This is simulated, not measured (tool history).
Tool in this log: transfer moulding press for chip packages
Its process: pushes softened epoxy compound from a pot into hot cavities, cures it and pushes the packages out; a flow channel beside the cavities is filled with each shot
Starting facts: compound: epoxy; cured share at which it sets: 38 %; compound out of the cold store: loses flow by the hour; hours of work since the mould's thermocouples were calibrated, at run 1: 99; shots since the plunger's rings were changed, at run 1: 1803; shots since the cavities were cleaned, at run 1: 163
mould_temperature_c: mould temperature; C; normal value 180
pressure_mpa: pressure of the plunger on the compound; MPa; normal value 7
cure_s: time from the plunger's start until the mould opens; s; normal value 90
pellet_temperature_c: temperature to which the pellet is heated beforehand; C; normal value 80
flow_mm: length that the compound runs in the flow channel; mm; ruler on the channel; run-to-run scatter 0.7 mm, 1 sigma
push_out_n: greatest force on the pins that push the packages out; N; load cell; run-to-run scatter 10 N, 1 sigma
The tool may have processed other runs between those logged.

run	hour	mould_temperature_c	pressure_mpa	cure_s	pellet_temperature_c	hours of work since the mould's thermocouples were calibrated	shots since the plunger's rings were changed	shots since the cavities were cleaned	incoming compound's hours out of the cold store	flow_mm	push_out_n
1	0	180	7	90	80	99	1803	163	16.8	628.2	586
2	70.9	180	7	90	80	133	2490	850	28.3	602.9	738
# hour 84: cavities cleaned with cleaning compound and waxed
# hour 97.7: plunger's sealing rings changed
3	127.8	180	7	90	80	158	292	400	9.4	649.9	932
4	169.2	180	7	90	79	177	694	802	23.2	621.4	915
# hour 185.9: cavities cleaned with cleaning compound and waxed
5	224.7	180	7	118	80	203	1218	377	20.1	626.2	449
# hour 255.7: cavities cleaned with cleaning compound and waxed, once more
6	261.2	180	7	118	80	219	1557	54	8.9	649.2	351
7	296.8	180	7	90	80	236	1902	399	12.9	637.6	686
# hour 356.1: cavities cleaned with cleaning compound and waxed
8	362.4	180	7	90	80	267	2524	61	38.9	583.8	511
# hour 384.9: plunger's sealing rings changed
9	442.4	180	7	90	80	303	557	812	9.3	653.3	767
# hour 458.1: cavities cleaned with cleaning compound and waxed
10	512.4	182	7	90	80	335	1222	527	25.7	609.7	628
# hour 557: cavities cleaned with cleaning compound and waxed
11	590.9	180	7	90	80	372	1968	328	16.2	632.5	669
# hour 661: cavities cleaned with cleaning compound and waxed
12	665.2	180	7	90	80	406	2675	41	26.7	609.2	517
# hour 674.2: plunger's sealing rings changed
13	736	180	7	90	80	439	600	703	10	650.6	793
# hour 764.7: cavities cleaned with cleaning compound and waxed
14	796.6	180	7	90	80	467	1173	309	15.9	638.8	658
# hour 867.7: cavities cleaned with cleaning compound and waxed
15	868.8	180	7	90	73	500	1859	11	40.2	586	506
16	928.2	180	7	90	73	528	2435	587	35.1	593.8	746
# hour 958.7: plunger's sealing rings changed
# hour 970.7: cavities cleaned with cleaning compound and waxed
17	977.5	172	7	82	80	549	168	66	28	641.5	1171
18	1029.9	176	7	103	81	574	676	574	43.5	595.6	686
# hour 1069.6: cavities cleaned with cleaning compound and waxed
19	1074.9	183	6.87	116	81	595	1097	51	10	633.8	355

Predict the results of run 20:
20	1123.8	183	6.87	116	81	618	1572	526	39.1	?	?

{"run 20": {"flow_mm": 573.9, "push_out_n": 466}}
With no hidden state in the tool, this same run would have given flow_mm 576.9 mm, push_out_n 328 N.

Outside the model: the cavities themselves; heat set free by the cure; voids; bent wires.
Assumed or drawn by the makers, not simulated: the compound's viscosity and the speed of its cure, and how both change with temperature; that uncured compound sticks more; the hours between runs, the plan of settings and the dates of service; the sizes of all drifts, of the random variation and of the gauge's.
